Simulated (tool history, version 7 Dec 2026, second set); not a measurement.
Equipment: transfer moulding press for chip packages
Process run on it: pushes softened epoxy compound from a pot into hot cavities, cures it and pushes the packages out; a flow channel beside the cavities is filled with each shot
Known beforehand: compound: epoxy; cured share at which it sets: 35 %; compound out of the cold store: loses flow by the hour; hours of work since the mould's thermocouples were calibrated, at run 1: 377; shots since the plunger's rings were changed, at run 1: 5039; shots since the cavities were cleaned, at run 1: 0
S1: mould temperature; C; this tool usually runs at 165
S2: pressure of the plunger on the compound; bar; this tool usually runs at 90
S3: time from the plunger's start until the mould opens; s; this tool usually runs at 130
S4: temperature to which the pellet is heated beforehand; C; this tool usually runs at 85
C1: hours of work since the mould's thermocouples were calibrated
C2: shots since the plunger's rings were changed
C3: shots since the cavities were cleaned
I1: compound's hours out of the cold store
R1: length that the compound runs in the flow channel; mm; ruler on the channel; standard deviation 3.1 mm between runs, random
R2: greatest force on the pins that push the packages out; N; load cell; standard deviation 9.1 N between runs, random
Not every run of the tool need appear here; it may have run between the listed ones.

| run | hour | S1 | S2 | S3 | S4 | C1 | C2 | C3 | I1 | R1 | R2 |
|---|---|---|---|---|---|---|---|---|---|---|---|
| 1 | 0 | 165 | 90 | 130 | 85 | 377 | 5039 | 0 | 15 | 1024 | 425 |
|  | 7.2 | mould's thermocouples calibrated |
| 2 | 22.1 | 165 | 90 | 130 | 85 | 11 | 5249 | 210 | 26.5 | 982 | 425 |
| 3 | 47.7 | 165 | 79.5 | 130 | 85 | 29 | 5515 | 476 | 20 | 945 | 419 |
| 4 | 72.6 | 165 | 79.5 | 130 | 85 | 46 | 5774 | 735 | 23.3 | 936 | 421 |
|  | 79.6 | plunger's sealing rings changed |
| 5 | 96.4 | 165 | 79.5 | 130 | 85 | 62 | 174 | 956 | 22.3 | 936 | 426 |
|  | 99.6 | cavities cleaned with cleaning compound and waxed |
| 6 | 126.7 | 165 | 90 | 130 | 85 | 82 | 474 | 282 | 25.7 | 986 | 417 |
| 7 | 142.6 | 173 | 90 | 130 | 85 | 93 | 639 | 447 | 28.4 | 943 | 369 |
| 8 | 167.2 | 173 | 90 | 130 | 85 | 111 | 895 | 703 | 34.6 | 926 | 390 |
|  | 193.6 | cavities cleaned with cleaning compound and waxed |
| 9 | 193.6 | 173 | 90 | 130 | 85 | 129 | 1155 | 0 | 36.7 | 918 | 371 |
| 10 | 224.9 | 173 | 90 | 130 | 85 | 151 | 1480 | 325 | 31.3 | 930 | 374 |
| 11 | 244 | 165 | 90 | 130 | 85 | 164 | 1678 | 523 | 46.1 | 913 | 411 |
| 12 | 274.1 | 169 | 90 | 130 | 85 | 186 | 1992 | 837 | 10.1 | 1031 | 396 |
|  | 290 | cavities cleaned with cleaning compound and waxed |
| 13 | 294.2 | 169 | 90 | 130 | 85 | 199 | 2185 | 44 | 30.5 | 951 | 399 |
| 14 | 319.8 | 165 | 90 | 130 | 85 | 217 | 2452 | 311 | 27.7 | 977 | 397 |
| 15 | 349.7 | 165 | 90 | 130 | 85 | 238 | 2762 | 621 | 12.5 | 1032 | 421 |
| 16 | 381.8 | 173 | 90 | 130 | 87 | 261 | 3097 | 956 | 21 | 972 | 371 |
|  | 386.1 | cavities cleaned with cleaning compound and waxed |
| 17 | 411.2 | 165 | 90 | 153 | 94 | 281 | 3386 | 260 | 23 | 990 | 378 |
| 18 | 428.4 | 162 | 93.2 | 153 | 94 | 293 | 3566 | 440 | 47.5 | 935 | 376 |
| 19 | 442 | 157 | 90 | 130 | 86 | 303 | 3708 | 582 | 47 | 942 | 668 |
| 20 | 466.3 | 157 | 68.9 | 130 | 76 | 320 | 3960 | 834 | 35.7 | 855 | 673 |
|  | 481.4 | cavities cleaned with cleaning compound and waxed |
| 21 | 500.2 | 157 | 70.5 | 130 | 90 | 343 | 4298 | 196 | 13.1 | 944 | 715 |
| 22 | 518.9 | 165 | 90 | 130 | 76 | 356 | 4492 | 390 | 38 | 942 | 409 |
| 23 | 549.7 | 172 | 71.4 | 144 | 93 | 378 | 4812 | 710 | 43.3 | 798 | 377 |
|  | 554.7 | mould's thermocouples calibrated |
|  | 577.7 | cavities cleaned with cleaning compound and waxed |
| 24 | 577.7 | 159 | 90 | 166 | 85 | 15 | 5067 | 0 | 15.3 | 1052 | 437 |
| 25 | 602.6 | 165 | 90 | 138 | 85 | 33 | 5326 | 259 | 15.4 | 1022 | 389 |
| 26 | 621.8 | 158 | 90 | 160 | 85 | 47 | 5526 | 459 | 10.9 | 1072 | 449 |
| 27 | 641.5 | 158 | 90 | 160 | 85 | 61 | 5731 | 664 | 47.4 | 930 | 430 |
|  | 651.4 | plunger's sealing rings changed |
| 28 | 670.3 | 161 | 90 | 130 | 85 | 79 | 196 | 937 | 43.3 | 932 | 475 |

A few steps of R2 between consecutive runs. Split each: what settings, incoming material and random variation would produce without the hidden state, and what is left over for the hidden state, along with gauge scatter present in only one of the two compared results (measured, and without hidden state):
Hidden state at play: true mould temperature over the reading, C; pressure that reaches the compound, % of what is set; grip of the stained cavities, % over clean ones'; drift of the gauge itself on flow_mm, %; drift of the gauge itself on push_out_n, %.
Run 8 -> 9: cavities cleaned with cleaning compound and waxed. R2 -19 N: hidden state -6, all else -13.
Run 18 -> 19: S1 162 -> 157, S2 93.2 -> 90, S3 153 -> 130, S4 94 -> 86. R2 +292 N: hidden state +4, all else +288.
Run 20 -> 21: S2 68.9 -> 70.5, S4 76 -> 90, cavities cleaned with cleaning compound and waxed. R2 +42 N: hidden state -6, all else +48.
Run 21 -> 22: S1 157 -> 165, S2 70.5 -> 90, S4 90 -> 76. R2 -306 N: hidden state +1, all else -307.

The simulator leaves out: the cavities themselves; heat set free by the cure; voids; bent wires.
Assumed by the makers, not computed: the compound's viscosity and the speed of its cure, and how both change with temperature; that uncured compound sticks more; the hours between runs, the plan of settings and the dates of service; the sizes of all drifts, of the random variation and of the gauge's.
